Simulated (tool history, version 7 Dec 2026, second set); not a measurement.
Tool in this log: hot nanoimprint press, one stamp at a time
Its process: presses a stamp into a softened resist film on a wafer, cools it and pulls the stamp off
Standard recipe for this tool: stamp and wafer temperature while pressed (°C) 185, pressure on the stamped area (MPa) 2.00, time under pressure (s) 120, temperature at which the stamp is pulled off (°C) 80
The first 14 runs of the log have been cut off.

run   hour  stamp and wafer temperature while pressed (°C)  pressure on the stamped area (MPa)  time under pressure (s)  temperature at which the stamp is pulled off (°C)  hours of work since the thermocouple was calibrated  imprints on the stamp's release coat  hours of work since the press's seals were changed  resist left under the stamp's widest pad (angstrom)  greatest force while the stamp is pulled off (N)
 15  360.1                                             185                                2.00                      163                                                 80                                                   91                                   728                                                 507                                                  671                                               219
     382.2  -- plate thermocouple calibrated, once more
 16  387.6                                             185                                2.00                      163                                                 80                                                    3                                   800                                                 519                                                  684                                               227
 17  401.7                                             184                                2.57                      163                                                 80                                                   10                                   841                                                 526                                                  607                                               218
 18  421.2                                             185                                2.00                      120                                                 83                                                   20                                   899                                                 536                                                  763                                               212
 19  439.0                                             188                                1.97                       89                                                 84                                                   28                                   951                                                 545                                                  800                                               205
 20  466.7                                             193                                2.00                      120                                                 87                                                   42                                  1032                                                 559                                                  645                                               196
 21  501.1                                             185                                2.00                      171                                                 76                                                   60                                  1133                                                 576                                                  672                                               252
 22  535.9                                             178                                1.89                       99                                                 80                                                   77                                  1235                                                 593                                                  978                                               233
 23  564.5                                             178                                2.94                       99                                                 80                                                   91                                  1318                                                 608                                                  771                                               239
 24  589.3                                             176                                2.81                      239                                                 70                                                  104                                  1391                                                 620                                                  607                                               290
 25  610.2                                             185                                1.23                      147                                                 80                                                  114                                  1452                                                 631                                                  923                                               250
 26  643.3                                             185                                1.23                       92                                                 80                                                  131                                  1549                                                 647                                                 1072                                               254
 27  668.2                                             185                                2.00                      168                                                 80                                                  143                                  1622                                                 660                                                  674                                               256
 28  691.9                                             185                                2.00                       60                                                 80                                                  155                                  1692                                                 671                                                  960                                               253
 29  721.6                                             185                                2.00                      165                                                 75                                                  170                                  1779                                                 686                                                  677                                               290
 30  744.2                                             174                                1.51                      147                                                 70                                                  181                                  1845                                                 698                                                 1051                                               318

Forecast each of these 3 alternatives for the next run:
  A  775.0                                             174                                1.79                      115                                                 70                                                  197                                  1935                                                 713                                                    ?                                                 ?
  B  775.0                                             185                                1.42                       77                                                 66                                                  197                                  1935                                                 713                                                    ?                                                 ?
  C  775.0                                             174                                1.51                      201                                                 70                                                  197                                  1935                                                 713                                                    ?                                                 ?

run  resist left under the stamp's widest pad (angstrom)  greatest force while the stamp is pulled off (N)
  A                                                 1046                                               316
  B                                                 1055                                               346
  C                                                  951                                               323
Stripped of hidden state, with their random variation kept, the same runs would have yielded:
run  resist left under the stamp's widest pad (angstrom)  greatest force while the stamp is pulled off (N)
  A                                                 1042                                               231
  B                                                 1052                                               252
  C                                                  949                                               236
